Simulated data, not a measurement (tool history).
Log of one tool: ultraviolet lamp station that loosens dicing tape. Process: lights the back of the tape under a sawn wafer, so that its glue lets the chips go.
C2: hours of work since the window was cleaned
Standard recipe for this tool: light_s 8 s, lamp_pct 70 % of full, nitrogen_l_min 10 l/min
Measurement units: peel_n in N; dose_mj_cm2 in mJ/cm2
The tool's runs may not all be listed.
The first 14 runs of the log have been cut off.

{"run": 15, "day": 9.992, "light_s": 8, "lamp_pct": 70, "nitrogen_l_min": 3, "hours of work of the lamp": 469, "C2": 81, "peel_n": 1.497, "dose_mj_cm2": 283}
{"run": 16, "day": 10.954, "light_s": 8, "lamp_pct": 70, "nitrogen_l_min": 3, "hours of work of the lamp": 487, "C2": 99, "peel_n": 1.451, "dose_mj_cm2": 286}
{"run": 17, "day": 11.367, "light_s": 8, "lamp_pct": 70, "nitrogen_l_min": 10, "hours of work of the lamp": 495, "C2": 107, "peel_n": 0.628, "dose_mj_cm2": 283}
{"run": 18, "day": 12.079, "light_s": 8, "lamp_pct": 70, "nitrogen_l_min": 10, "hours of work of the lamp": 508, "C2": 121, "peel_n": 0.642, "dose_mj_cm2": 281}
{"run": 19, "day": 13.021, "light_s": 8, "lamp_pct": 70, "nitrogen_l_min": 10, "hours of work of the lamp": 526, "C2": 139, "peel_n": 0.646, "dose_mj_cm2": 275}
{"run": 20, "day": 13.629, "light_s": 8, "lamp_pct": 70, "nitrogen_l_min": 10, "hours of work of the lamp": 538, "C2": 150, "peel_n": 0.672, "dose_mj_cm2": 277}
{"run": 21, "day": 14.646, "light_s": 8, "lamp_pct": 70, "nitrogen_l_min": 10, "hours of work of the lamp": 557, "C2": 170, "peel_n": 0.66, "dose_mj_cm2": 273}
{"run": 22, "day": 15.067, "light_s": 8, "lamp_pct": 70, "nitrogen_l_min": 14, "hours of work of the lamp": 565, "C2": 178, "peel_n": 0.514, "dose_mj_cm2": 267}
{"run": 23, "day": 15.696, "light_s": 8, "lamp_pct": 70, "nitrogen_l_min": 14, "hours of work of the lamp": 577, "C2": 190, "peel_n": 0.53, "dose_mj_cm2": 274}
{"run": 24, "day": 16.471, "light_s": 8, "lamp_pct": 70, "nitrogen_l_min": 14, "hours of work of the lamp": 592, "C2": 205, "peel_n": 0.533, "dose_mj_cm2": 268}
{"run": 25, "day": 17.446, "light_s": 8, "lamp_pct": 70, "nitrogen_l_min": 14, "hours of work of the lamp": 610, "C2": 223, "peel_n": 0.547, "dose_mj_cm2": 264}
{"run": 26, "day": 18.471, "light_s": 8, "lamp_pct": 70, "nitrogen_l_min": 14, "hours of work of the lamp": 630, "C2": 243, "peel_n": 0.516, "dose_mj_cm2": 264}
{"run": 27, "day": 18.979, "light_s": 12, "lamp_pct": 88, "nitrogen_l_min": 6, "hours of work of the lamp": 640, "C2": 252, "peel_n": 0.308, "dose_mj_cm2": 496}
{"run": 28, "day": 19.862, "light_s": 12, "lamp_pct": 91, "nitrogen_l_min": 7, "hours of work of the lamp": 656, "C2": 269, "peel_n": 0.283, "dose_mj_cm2": 516}
{"run": 29, "day": 20.812, "light_s": 8, "lamp_pct": 89, "nitrogen_l_min": 5, "hours of work of the lamp": 674, "C2": 287, "peel_n": 0.833, "dose_mj_cm2": 326}
{"run": 30, "day": 21.633, "light_s": 5, "lamp_pct": 89, "nitrogen_l_min": 3, "hours of work of the lamp": 690, "C2": 303, "peel_n": 2.249, "dose_mj_cm2": 207}

Predict the results of run 31:
{"run": 31, "day": 22.292, "light_s": 6, "lamp_pct": 60, "nitrogen_l_min": 12, "hours of work of the lamp": 703, "C2": 315, "peel_n": "?", "dose_mj_cm2": "?"}

Run 31 measured peel_n 1.465 N, dose_mj_cm2 165 mJ/cm2.
Had the tool carried no hidden state, the very same run would have given peel_n 1.037 N, dose_mj_cm2 205 mJ/cm2.
